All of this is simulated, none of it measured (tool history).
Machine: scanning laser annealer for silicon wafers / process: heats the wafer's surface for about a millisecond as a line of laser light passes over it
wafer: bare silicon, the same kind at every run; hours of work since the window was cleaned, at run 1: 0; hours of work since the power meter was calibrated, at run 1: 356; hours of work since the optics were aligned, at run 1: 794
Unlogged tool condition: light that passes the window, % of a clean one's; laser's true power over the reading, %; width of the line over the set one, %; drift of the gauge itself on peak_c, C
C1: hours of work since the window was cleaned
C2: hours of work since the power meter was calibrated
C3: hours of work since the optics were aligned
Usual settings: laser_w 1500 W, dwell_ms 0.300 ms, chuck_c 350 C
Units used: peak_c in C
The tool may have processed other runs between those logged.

{"run": 1, "hour": 0.0, "laser_w": 1500, "dwell_ms": 0.3, "chuck_c": 350, "C1": 0, "C2": 356, "C3": 794, "peak_c": 1082}
{"run": 2, "hour": 23.5, "laser_w": 1500, "dwell_ms": 0.3, "chuck_c": 350, "C1": 14, "C2": 370, "C3": 808, "peak_c": 1078}
{"run": 3, "hour": 35.0, "laser_w": 1500, "dwell_ms": 0.3, "chuck_c": 350, "C1": 21, "C2": 376, "C3": 815, "peak_c": 1075}
{"run": 4, "hour": 56.4, "laser_w": 1500, "dwell_ms": 0.3, "chuck_c": 350, "C1": 34, "C2": 389, "C3": 828, "peak_c": 1074}
{"run": 5, "hour": 74.0, "laser_w": 1500, "dwell_ms": 0.3, "chuck_c": 350, "C1": 44, "C2": 400, "C3": 838, "peak_c": 1077}
{"run": 6, "hour": 85.8, "laser_w": 1500, "dwell_ms": 0.3, "chuck_c": 350, "C1": 51, "C2": 407, "C3": 845, "peak_c": 1071}
{"run": 7, "hour": 99.1, "laser_w": 1500, "dwell_ms": 0.3, "chuck_c": 350, "C1": 59, "C2": 415, "C3": 853, "peak_c": 1073}
{"run": 8, "hour": 120.1, "laser_w": 1500, "dwell_ms": 0.3, "chuck_c": 350, "C1": 72, "C2": 427, "C3": 866, "peak_c": 1072}
{"run": 9, "hour": 135.7, "laser_w": 1500, "dwell_ms": 0.3, "chuck_c": 350, "C1": 81, "C2": 437, "C3": 875, "peak_c": 1069}
{"run": 10, "hour": 155.1, "laser_w": 1500, "dwell_ms": 0.3, "chuck_c": 350, "C1": 93, "C2": 448, "C3": 887, "peak_c": 1069}
{"run": 11, "hour": 174.8, "laser_w": 1500, "dwell_ms": 0.3, "chuck_c": 350, "C1": 104, "C2": 460, "C3": 898, "peak_c": 1068}
{"run": 12, "hour": 195.4, "laser_w": 1500, "dwell_ms": 0.3, "chuck_c": 350, "C1": 117, "C2": 472, "C3": 911, "peak_c": 1063}
{"run": 13, "hour": 214.9, "laser_w": 1500, "dwell_ms": 0.3, "chuck_c": 350, "C1": 128, "C2": 484, "C3": 922, "peak_c": 1059}
{"run": 14, "hour": 228.7, "laser_w": 1500, "dwell_ms": 0.3, "chuck_c": 368, "C1": 136, "C2": 492, "C3": 930, "peak_c": 1076}
{"run": 15, "hour": 238.9, "laser_w": 1500, "dwell_ms": 0.307, "chuck_c": 350, "C1": 143, "C2": 498, "C3": 937, "peak_c": 1069}
{"run": 16, "hour": 251.5, "laser_w": 1471, "dwell_ms": 0.217, "chuck_c": 318, "C1": 150, "C2": 506, "C3": 944, "peak_c": 898}
{"run": 17, "hour": 272.8, "laser_w": 1471, "dwell_ms": 0.217, "chuck_c": 318, "C1": 163, "C2": 518, "C3": 957, "peak_c": 896}
{"run": 18, "hour": 287.4, "laser_w": 1416, "dwell_ms": 0.309, "chuck_c": 318, "C1": 171, "C2": 527, "C3": 965, "peak_c": 990}
{"run": 19, "hour": 300.0, "laser_w": 1511, "dwell_ms": 0.234, "chuck_c": 318, "C1": 179, "C2": 535, "C3": 973, "peak_c": 939}
{"run": 20, "hour": 314.6, "laser_w": 1360, "dwell_ms": 0.346, "chuck_c": 350, "C1": 188, "C2": 543, "C3": 982, "peak_c": 1032}
{"run": 21, "hour": 326.6, "laser_w": 1598, "dwell_ms": 0.333, "chuck_c": 374, "C1": 195, "C2": 550, "C3": 989, "peak_c": 1176}
{"run": 22, "hour": 344.5, "laser_w": 1333, "dwell_ms": 0.233, "chuck_c": 370, "C1": 206, "C2": 561, "C3": 1000, "peak_c": 901}
{"run": 23, "hour": 364.2, "laser_w": 1500, "dwell_ms": 0.246, "chuck_c": 360, "C1": 217, "C2": 573, "C3": 1011, "peak_c": 987}
{"run": 24, "hour": 380.3, "laser_w": 1500, "dwell_ms": 0.246, "chuck_c": 360, "C1": 227, "C2": 582, "C3": 1021, "peak_c": 989}
{"run": 25, "hour": 391.3, "laser_w": 1397, "dwell_ms": 0.373, "chuck_c": 356, "C1": 233, "C2": 589, "C3": 1027, "peak_c": 1081}
{"run": 26, "hour": 413.2, "laser_w": 1315, "dwell_ms": 0.234, "chuck_c": 326, "C1": 246, "C2": 602, "C3": 1041, "peak_c": 848}
{"run": 27, "hour": 434.6, "laser_w": 1581, "dwell_ms": 0.297, "chuck_c": 341, "C1": 259, "C2": 615, "C3": 1053, "peak_c": 1076}
{"run": 28, "hour": 446.8, "laser_w": 1607, "dwell_ms": 0.219, "chuck_c": 386, "C1": 267, "C2": 622, "C3": 1061, "peak_c": 1024}
{"run": 29, "hour": 461.4, "laser_w": 1443, "dwell_ms": 0.356, "chuck_c": 325, "C1": 275, "C2": 631, "C3": 1069, "peak_c": 1052}

Consider 4 possible next runs. They are alternatives, not a sequence: every one starts from the tool as it was left by run 29. What does each give?
{"run": "A", "hour": 473.2, "laser_w": 1500, "dwell_ms": 0.288, "chuck_c": 358, "C1": 282, "C2": 638, "C3": 1076, "peak_c": "?"}
{"run": "B", "hour": 473.2, "laser_w": 1443, "dwell_ms": 0.356, "chuck_c": 371, "C1": 282, "C2": 638, "C3": 1076, "peak_c": "?"}
{"run": "C", "hour": 473.2, "laser_w": 1354, "dwell_ms": 0.3, "chuck_c": 350, "C1": 282, "C2": 638, "C3": 1076, "peak_c": "?"}
{"run": "D", "hour": 473.2, "laser_w": 1443, "dwell_ms": 0.269, "chuck_c": 384, "C1": 282, "C2": 638, "C3": 1076, "peak_c": "?"}

run=A peak_c=1034
run=B peak_c=1097
run=C peak_c=964
run=D peak_c=1005
Had the tool no hidden state, the same runs would have come out as:
run=A peak_c=1089
run=B peak_c=1156
run=C peak_c=1014
run=D peak_c=1056

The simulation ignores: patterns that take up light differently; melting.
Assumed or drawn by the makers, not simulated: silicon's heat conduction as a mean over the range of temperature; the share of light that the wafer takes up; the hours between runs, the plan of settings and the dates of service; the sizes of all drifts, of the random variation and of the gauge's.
